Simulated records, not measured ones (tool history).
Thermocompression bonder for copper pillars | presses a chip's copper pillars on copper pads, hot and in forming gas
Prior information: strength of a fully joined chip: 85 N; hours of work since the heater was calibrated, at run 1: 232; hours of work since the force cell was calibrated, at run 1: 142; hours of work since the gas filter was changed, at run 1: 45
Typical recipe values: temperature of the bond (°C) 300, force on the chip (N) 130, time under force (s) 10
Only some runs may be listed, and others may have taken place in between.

run   hour  temperature of the bond (°C)  force on the chip (N)  time under force (s)  hours of work since the heater was calibrated  hours of work since the force cell was calibrated  hours of work since the gas filter was changed  force that shears a chip off (N)
  1    0.0                           300                    130                    10                                            232                                                142                                              45                              38.9
  2   18.3                           300                    130                    10                                            242                                                152                                              55                              40.6
  3   28.0                           300                    130                    10                                            248                                                158                                              61                              39.0
  4   47.8                           300                    130                    10                                            259                                                169                                              72                              38.9
  5   58.0                           300                    130                    25                                            264                                                175                                              78                              52.0
  6   76.2                           300                    108                    25                                            275                                                185                                              88                              44.7
  7   96.8                           300                    108                     9                                            286                                                196                                              99                              31.0
  8  118.0                           300                    108                     9                                            298                                                208                                             111                              30.5
     132.2  -- forming gas filter changed
  9  140.1                           300                    130                    10                                            310                                                220                                               4                              41.5
 10  155.3                           300                    130                    10                                            319                                                229                                              13                              42.3
 11  177.7                           300                    130                    10                                            332                                                242                                              26                              40.5
 12  201.2                           300                     79                    10                                            345                                                255                                              39                              26.8
 13  219.1                           300                     79                    10                                            355                                                265                                              49                              25.1
 14  231.6                           300                    164                     6                                            362                                                272                                              56                              40.3
 15  245.2                           277                    175                     5                                            370                                                280                                              64                              27.2
 16  268.8                           300                    175                     6                                            383                                                293                                              77                              40.1
 17  288.7                           300                    175                     5                                            394                                                304                                              88                              38.3
 18  307.1                           299                    175                     5                                            404                                                315                                              98                              38.1
 19  325.1                           299                     97                    22                                            415                                                325                                             109                              39.3
     342.9  -- forming gas filter changed
 20  348.3                           299                     97                    22                                            427                                                337                                               3                              42.8

Run 21, settings as shown, results not yet in. Your forecast:
 21  361.6                           271                    130                    10                                            435                                                345                                              11                                 ?

Run 21 gave force that shears a chip off (N) 26.4.
The same run, on a tool lacking any hidden state, would have yielded force that shears a chip off (N) 26.0.
